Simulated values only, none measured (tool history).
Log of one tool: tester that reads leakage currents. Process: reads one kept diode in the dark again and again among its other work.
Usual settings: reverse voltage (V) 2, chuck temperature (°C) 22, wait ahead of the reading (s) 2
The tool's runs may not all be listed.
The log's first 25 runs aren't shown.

run	hour	reverse voltage (V)	chuck temperature (°C)	wait ahead of the reading (s)	current that the tester gives (pA)
26	1102.6	4.47	36	4.91	380.57
27	1149	4.47	36	4.91	382.27
28	1176.5	1.09	24	4.91	101.86
29	1218.9	2.1	52	7.09	867.66
30	1276.2	2.1	52	7.09	867.49
31	1309.7	13.33	31	0.31	382.37
32	1337.9	13.33	31	0.31	379.73
33	1365.5	17.48	38	2.56	674.43
34	1406.5	2	34	0.62	257.09
35	1456.4	1.18	22	2	89.08
36	1481.5	14.98	21	0.53	188.11
37	1531.9	11.61	37	8.69	552.38
38	1575.3	2	33	0.4	238.6
39	1611.6	2	33	0.4	238.57

3 ways to go on from here, each from the tool as it stands after run 39. What would each give?
A	1667.5	2	36	0.4	?
B	1667.5	11.35	33	0.4	?
C	1667.5	1.3	22	5.92	?

run	current that the tester gives (pA)
A	296.37
B	416.77
C	92.54
Without the tool's hidden state the same runs would have given:
run	current that the tester gives (pA)
A	296.32
B	416.6
C	92.51
